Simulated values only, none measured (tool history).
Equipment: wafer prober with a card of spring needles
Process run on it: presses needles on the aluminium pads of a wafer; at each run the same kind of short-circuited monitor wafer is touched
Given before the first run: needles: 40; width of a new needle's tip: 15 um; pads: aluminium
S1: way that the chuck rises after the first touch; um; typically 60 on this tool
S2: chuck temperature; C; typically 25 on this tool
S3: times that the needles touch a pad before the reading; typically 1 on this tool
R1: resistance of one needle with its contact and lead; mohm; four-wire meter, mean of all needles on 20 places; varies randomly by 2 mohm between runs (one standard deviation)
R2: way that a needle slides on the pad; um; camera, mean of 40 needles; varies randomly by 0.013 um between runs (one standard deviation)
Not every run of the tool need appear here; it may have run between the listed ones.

{"run": 1, "hour": 0.0, "S1": 60, "S2": 25, "S3": 1, "R1": 298, "R2": 15.66}
{"run": 2, "hour": 13.3, "S1": 60, "S2": 31, "S3": 1, "R1": 424, "R2": 15.64}
{"hour": 20.0, "done": "tips cleaned on abrasive film"}
{"run": 3, "hour": 32.3, "S1": 60, "S2": 31, "S3": 1, "R1": 521, "R2": 15.63}
{"hour": 43.2, "done": "tips cleaned on abrasive film"}
{"run": 4, "hour": 55.7, "S1": 60, "S2": 27, "S3": 1, "R1": 434, "R2": 15.57}
{"hour": 67.4, "done": "tips cleaned on abrasive film"}
{"run": 5, "hour": 82.4, "S1": 60, "S2": 27, "S3": 1, "R1": 449, "R2": 15.54}
{"hour": 86.9, "done": "height of the first contact set anew"}
{"hour": 91.4, "done": "tips cleaned on abrasive film"}
{"run": 6, "hour": 108.5, "S1": 60, "S2": 26, "S3": 1, "R1": 452, "R2": 15.74}
{"hour": 114.4, "done": "tips cleaned on abrasive film"}
{"run": 7, "hour": 129.2, "S1": 60, "S2": 26, "S3": 1, "R1": 439, "R2": 15.75}
{"hour": 137.1, "done": "tips cleaned on abrasive film"}
{"run": 8, "hour": 157.8, "S1": 60, "S2": 26, "S3": 1, "R1": 452, "R2": 15.74}
{"hour": 159.7, "done": "tips cleaned on abrasive film"}
{"run": 9, "hour": 178.2, "S1": 60, "S2": 26, "S3": 1, "R1": 457, "R2": 15.71}
{"hour": 183.5, "done": "tips cleaned on abrasive film, once more"}
{"run": 10, "hour": 203.1, "S1": 60, "S2": 26, "S3": 1, "R1": 460, "R2": 15.67}
{"hour": 207.6, "done": "tips cleaned on abrasive film"}
{"run": 11, "hour": 221.8, "S1": 60, "S2": 26, "S3": 1, "R1": 446, "R2": 15.68}
{"hour": 231.2, "done": "tips cleaned on abrasive film"}
{"run": 12, "hour": 239.8, "S1": 60, "S2": 25, "S3": 1, "R1": 402, "R2": 15.64}
{"hour": 254.1, "done": "tips cleaned on abrasive film"}
{"run": 13, "hour": 258.7, "S1": 60, "S2": 25, "S3": 1, "R1": 350, "R2": 15.6}
{"hour": 278.3, "done": "tips cleaned on abrasive film"}
{"run": 14, "hour": 288.3, "S1": 60, "S2": 44, "S3": 1, "R1": 426, "R2": 15.6}
{"hour": 302.5, "done": "tips cleaned on abrasive film"}
{"run": 15, "hour": 315.5, "S1": 60, "S2": 44, "S3": 1, "R1": 437, "R2": 15.55}
{"hour": 325.9, "done": "tips cleaned on abrasive film"}
{"run": 16, "hour": 344.3, "S1": 60, "S2": 25, "S3": 1, "R1": 468, "R2": 15.57}
{"hour": 347.4, "done": "height of the first contact set anew"}
{"hour": 348.9, "done": "tips cleaned on abrasive film"}
{"hour": 373.2, "done": "tips cleaned on abrasive film"}
{"run": 17, "hour": 373.2, "S1": 60, "S2": 25, "S3": 1, "R1": 242, "R2": 15.73}
{"run": 18, "hour": 393.5, "S1": 54, "S2": 60, "S3": 1, "R1": 526, "R2": 14.15}
{"hour": 396.3, "done": "tips cleaned on abrasive film"}
{"run": 19, "hour": 408.9, "S1": 48, "S2": 72, "S3": 1, "R1": 537, "R2": 12.55}
{"hour": 420.0, "done": "tips cleaned on abrasive film"}
{"run": 20, "hour": 421.7, "S1": 62, "S2": 38, "S3": 1, "R1": 280, "R2": 16.23}
{"hour": 443.0, "done": "tips cleaned on abrasive film"}
{"run": 21, "hour": 448.6, "S1": 62, "S2": 38, "S3": 1, "R1": 358, "R2": 16.2}
{"run": 22, "hour": 460.8, "S1": 62, "S2": 38, "S3": 1, "R1": 452, "R2": 16.21}
{"hour": 465.7, "done": "tips cleaned on abrasive film"}
{"run": 23, "hour": 487.6, "S1": 62, "S2": 38, "S3": 1, "R1": 463, "R2": 16.19}
{"hour": 490.4, "done": "tips cleaned on abrasive film"}
{"hour": 513.5, "done": "tips cleaned on abrasive film"}
{"run": 24, "hour": 516.8, "S1": 62, "S2": 96, "S3": 2, "R1": 293, "R2": 16.15}
{"hour": 537.4, "done": "tips cleaned on abrasive film"}
{"run": 25, "hour": 537.7, "S1": 62, "S2": 96, "S3": 2, "R1": 255, "R2": 16.15}
{"run": 26, "hour": 557.4, "S1": 62, "S2": 96, "S3": 2, "R1": 372, "R2": 16.13}
{"hour": 560.4, "done": "tips cleaned on abrasive film"}
{"run": 27, "hour": 571.4, "S1": 62, "S2": 96, "S3": 2, "R1": 354, "R2": 16.12}
{"hour": 583.0, "done": "tips cleaned on abrasive film"}
{"run": 28, "hour": 598.5, "S1": 62, "S2": 96, "S3": 2, "R1": 369, "R2": 16.06}
{"hour": 606.3, "done": "tips cleaned on abrasive film"}
{"hour": 606.6, "done": "height of the first contact set anew"}
{"run": 29, "hour": 613.9, "S1": 62, "S2": 96, "S3": 2, "R1": 321, "R2": 16.33}
{"run": 30, "hour": 626.7, "S1": 71, "S2": 50, "S3": 2, "R1": 329, "R2": 18.66}
{"hour": 630.9, "done": "tips cleaned on abrasive film"}
{"hour": 655.9, "done": "tips cleaned on abrasive film"}
{"run": 31, "hour": 655.9, "S1": 60, "S2": 25, "S3": 2, "R1": 230, "R2": 15.73}
{"hour": 678.5, "done": "tips cleaned on abrasive film"}
{"run": 32, "hour": 678.5, "S1": 60, "S2": 25, "S3": 2, "R1": 240, "R2": 15.73}

Predict each of these 4 candidate next runs independently; none follows another, all start after run 32:
{"run": "A", "hour": 696.1, "S1": 69, "S2": 96, "S3": 3, "R1": "?", "R2": "?"}
{"run": "B", "hour": 696.1, "S1": 60, "S2": 52, "S3": 2, "R1": "?", "R2": "?"}
{"run": "C", "hour": 696.1, "S1": 60, "S2": 25, "S3": 1, "R1": "?", "R2": "?"}
{"run": "D", "hour": 696.1, "S1": 67, "S2": 41, "S3": 1, "R1": "?", "R2": "?"}

run=A R1=297 R2=18.09
run=B R1=379 R2=15.73
run=C R1=475 R2=15.74
run=D R1=423 R2=17.58
Stripped of hidden state, with their random variation kept, the same runs would have yielded:
run=A R1=229 R2=18.15
run=B R1=225 R2=15.80
run=C R1=214 R2=15.80
run=D R1=217 R2=17.64

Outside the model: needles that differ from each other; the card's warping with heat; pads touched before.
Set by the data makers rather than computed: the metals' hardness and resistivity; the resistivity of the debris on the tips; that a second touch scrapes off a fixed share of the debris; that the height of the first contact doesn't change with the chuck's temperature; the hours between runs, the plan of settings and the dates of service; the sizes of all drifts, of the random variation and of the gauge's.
